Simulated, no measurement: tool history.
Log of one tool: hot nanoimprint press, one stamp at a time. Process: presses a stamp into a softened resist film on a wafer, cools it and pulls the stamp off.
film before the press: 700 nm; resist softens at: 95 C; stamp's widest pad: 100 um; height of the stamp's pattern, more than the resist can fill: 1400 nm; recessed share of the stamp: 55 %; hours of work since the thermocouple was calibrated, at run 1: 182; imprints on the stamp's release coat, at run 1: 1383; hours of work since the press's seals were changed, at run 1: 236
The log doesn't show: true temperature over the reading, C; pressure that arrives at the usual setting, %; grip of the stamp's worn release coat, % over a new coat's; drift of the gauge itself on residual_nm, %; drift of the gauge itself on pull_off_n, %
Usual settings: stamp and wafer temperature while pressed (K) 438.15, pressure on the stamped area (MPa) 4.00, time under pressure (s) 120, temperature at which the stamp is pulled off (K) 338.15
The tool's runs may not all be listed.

| run | hour | stamp and wafer temperature while pressed (K) | pressure on the stamped area (MPa) | time under pressure (s) | temperature at which the stamp is pulled off (K) | hours of work since the thermocouple was calibrated | imprints on the stamp's release coat | hours of work since the press's seals were changed | resist left under the stamp's widest pad (angstrom) | greatest force while the stamp is pulled off (N) |
|---|---|---|---|---|---|---|---|---|---|---|
| 1 | 0.0 | 438.15 | 4.00 | 120 | 338.15 | 182 | 1383 | 236 | 3945 | 274 |
| 2 | 9.1 | 438.15 | 4.00 | 120 | 338.15 | 189 | 1414 | 243 | 3900 | 271 |
| 3 | 17.6 | 438.15 | 4.00 | 120 | 338.15 | 196 | 1443 | 249 | 3945 | 271 |
| 4 | 22.2 | 438.15 | 4.00 | 120 | 331.15 | 199 | 1459 | 253 | 3979 | 319 |
| 5 | 27.8 | 438.15 | 4.00 | 120 | 325.15 | 203 | 1478 | 257 | 3964 | 360 |
| 6 | 37.5 | 438.15 | 4.00 | 120 | 338.15 | 211 | 1510 | 264 | 3987 | 280 |
|  | 41.0 | plate thermocouple calibrated |
| 7 | 47.7 | 438.15 | 4.00 | 120 | 338.15 | 5 | 1535 | 270 | 4028 | 279 |
| 8 | 57.6 | 438.15 | 4.00 | 120 | 338.15 | 13 | 1568 | 278 | 4038 | 286 |
| 9 | 61.7 | 438.15 | 4.00 | 120 | 324.15 | 16 | 1582 | 281 | 4026 | 392 |
| 10 | 66.3 | 438.15 | 4.00 | 120 | 324.15 | 19 | 1598 | 284 | 4053 | 389 |
| 11 | 70.9 | 438.15 | 4.00 | 120 | 324.15 | 23 | 1614 | 288 | 4033 | 378 |
| 12 | 74.9 | 438.15 | 4.00 | 120 | 324.15 | 26 | 1627 | 291 | 4061 | 392 |
| 13 | 83.3 | 434.15 | 3.61 | 133 | 327.15 | 32 | 1656 | 297 | 4777 | 371 |
|  | 90.9 | plate thermocouple calibrated, once more |
| 14 | 92.9 | 438.15 | 2.93 | 158 | 333.15 | 2 | 1678 | 302 | 3851 | 306 |
| 15 | 98.8 | 438.15 | 2.93 | 158 | 333.15 | 6 | 1698 | 307 | 3854 | 317 |
| 16 | 108.2 | 437.15 | 4.00 | 229 | 338.15 | 13 | 1730 | 314 | 3112 | 275 |
| 17 | 117.9 | 438.15 | 4.00 | 74 | 338.15 | 21 | 1763 | 321 | 4485 | 277 |
| 18 | 122.1 | 431.15 | 2.63 | 74 | 327.15 | 24 | 1777 | 325 | 6037 | 356 |
| 19 | 127.5 | 428.15 | 4.91 | 120 | 346.15 | 28 | 1795 | 329 | 5440 | 216 |
| 20 | 136.1 | 428.15 | 4.91 | 120 | 346.15 | 35 | 1824 | 335 | 5355 | 220 |
| 21 | 143.6 | 431.15 | 4.91 | 89 | 346.15 | 40 | 1850 | 341 | 5189 | 226 |
| 22 | 153.0 | 431.15 | 4.91 | 89 | 346.15 | 48 | 1881 | 348 | 5186 | 218 |
| 23 | 162.4 | 429.15 | 4.91 | 89 | 346.15 | 55 | 1913 | 355 | 5568 | 216 |

3 ways to go on from here, each from the tool as it stands after run 23. What would each give?
| A | 169.9 | 430.15 | 4.00 | 120 | 338.15 | 60 | 1939 | 361 | ? | ? |
| B | 169.9 | 429.15 | 5.26 | 89 | 346.15 | 60 | 1939 | 361 | ? | ? |
| C | 169.9 | 426.15 | 4.91 | 69 | 326.15 | 60 | 1939 | 361 | ? | ? |

| run | resist left under the stamp's widest pad (angstrom) | greatest force while the stamp is pulled off (N) |
|---|---|---|
| A | 5337 | 279 |
| B | 5487 | 221 |
| C | 6143 | 366 |
Without the tool's hidden state the same runs would have given:
| run | resist left under the stamp's widest pad (angstrom) | greatest force while the stamp is pulled off (N) |
|---|---|---|
| A | 5301 | 221 |
| B | 5450 | 175 |
| C | 6119 | 291 |

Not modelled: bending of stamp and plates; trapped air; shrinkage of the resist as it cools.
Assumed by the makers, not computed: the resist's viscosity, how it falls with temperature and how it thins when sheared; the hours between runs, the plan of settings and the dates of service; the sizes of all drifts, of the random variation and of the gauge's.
